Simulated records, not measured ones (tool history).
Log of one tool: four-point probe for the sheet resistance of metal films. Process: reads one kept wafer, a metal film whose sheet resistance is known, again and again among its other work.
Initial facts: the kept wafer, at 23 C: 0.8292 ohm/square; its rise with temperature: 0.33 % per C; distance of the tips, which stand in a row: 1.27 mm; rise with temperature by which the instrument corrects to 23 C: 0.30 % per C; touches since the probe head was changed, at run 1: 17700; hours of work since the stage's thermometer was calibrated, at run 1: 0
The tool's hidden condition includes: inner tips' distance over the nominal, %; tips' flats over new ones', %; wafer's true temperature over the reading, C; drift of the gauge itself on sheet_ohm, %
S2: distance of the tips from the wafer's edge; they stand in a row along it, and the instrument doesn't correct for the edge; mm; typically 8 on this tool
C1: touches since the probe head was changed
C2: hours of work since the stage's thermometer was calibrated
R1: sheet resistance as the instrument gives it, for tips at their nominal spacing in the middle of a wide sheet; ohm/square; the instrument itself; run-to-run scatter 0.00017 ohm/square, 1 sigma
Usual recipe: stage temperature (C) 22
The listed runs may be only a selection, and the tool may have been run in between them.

Run 1, hour 0: usual settings; C1 17700; C2 0. Result: R1 0.844537 ohm/square.
Run 2, hour 27.2: usual settings; C1 18287; C2 20. Result: R1 0.844495 ohm/square.
Run 3, hour 57.2: usual settings but S2 37 mm; C1 18935; C2 42. Result: R1 0.83372 ohm/square.
Run 4, hour 91.3: usual settings but S2 41 mm; C1 19670; C2 67. Result: R1 0.833696 ohm/square.
Run 5, hour 110.7: usual settings but stage temperature (C) 20, S2 41 mm; C1 20091; C2 82. Result: R1 0.83348 ohm/square.
Run 6, hour 127: usual settings but stage temperature (C) 20, S2 41 mm; C1 20442; C2 94. Result: R1 0.833281 ohm/square.
Run 7, hour 142.5: usual settings but stage temperature (C) 20, S2 41 mm; C1 20777; C2 105. Result: R1 0.833447 ohm/square.
Run 8, hour 160.6: usual settings but stage temperature (C) 23; C1 21168; C2 119. Result: R1 0.84487 ohm/square.
Run 9, hour 189.7: usual settings but stage temperature (C) 29; C1 21796; C2 140. Result: R1 0.846519 ohm/square.
Run 10, hour 213: usual settings but stage temperature (C) 29; C1 22297; C2 157. Result: R1 0.846488 ohm/square.
Run 11, hour 231.9: usual settings but stage temperature (C) 18, S2 9 mm; C1 22706; C2 171. Result: R1 0.841565 ohm/square.
Run 12, hour 256: usual settings but stage temperature (C) 34, S2 9 mm; C1 23227; C2 189. Result: R1 0.845092 ohm/square.
Run 13, hour 283.8: usual settings but stage temperature (C) 19, S2 3 mm; C1 23828; C2 210. Result: R1 0.905617 ohm/square.
Run 14, hour 311: usual settings but stage temperature (C) 19, S2 3 mm; C1 24414; C2 230. Result: R1 0.905584 ohm/square.
Run 15, hour 331.4: usual settings but stage temperature (C) 19, S2 3 mm; C1 24855; C2 245. Result: R1 0.905566 ohm/square.
Run 16, hour 348.4: usual settings but stage temperature (C) 19, S2 23 mm; C1 25220; C2 257. Result: R1 0.83449 ohm/square.
Run 17, hour 382.3: usual settings but stage temperature (C) 25; C1 25953; C2 282. Result: R1 0.845591 ohm/square.
Run 18, hour 405.7: usual settings but S2 36 mm; C1 26459; C2 300. Result: R1 0.834478 ohm/square.
Run 19, hour 428.8: usual settings but stage temperature (C) 26; C1 26956; C2 317. Result: R1 0.845928 ohm/square.

Below are 5 alternative next runs, each starting from the tool's condition after run 19. Predict each:
Run A, hour 449.8: usual settings but stage temperature (C) 27, S2 11 mm; C1 27410; C2 332. Result: R1 ?.
Run B, hour 449.8: usual settings but stage temperature (C) 29, S2 46 mm; C1 27410; C2 332. Result: R1 ?.
Run C, hour 449.8: usual settings but stage temperature (C) 30, S2 49 mm; C1 27410; C2 332. Result: R1 ?.
Run D, hour 449.8: usual settings; C1 27410; C2 332. Result: R1 ?.
Run E, hour 449.8: usual settings but stage temperature (C) 19, S2 9 mm; C1 27410; C2 332. Result: R1 ?.

run        R1
  A  0.840988
  B  0.835796
  C  0.835909
  D  0.844896
  E  0.841605
With the hidden condition removed and each run's random variation left untouched, the same runs would have given:
run        R1
  A  0.835991
  B  0.830831
  C  0.830944
  D  0.839872
  E  0.836595

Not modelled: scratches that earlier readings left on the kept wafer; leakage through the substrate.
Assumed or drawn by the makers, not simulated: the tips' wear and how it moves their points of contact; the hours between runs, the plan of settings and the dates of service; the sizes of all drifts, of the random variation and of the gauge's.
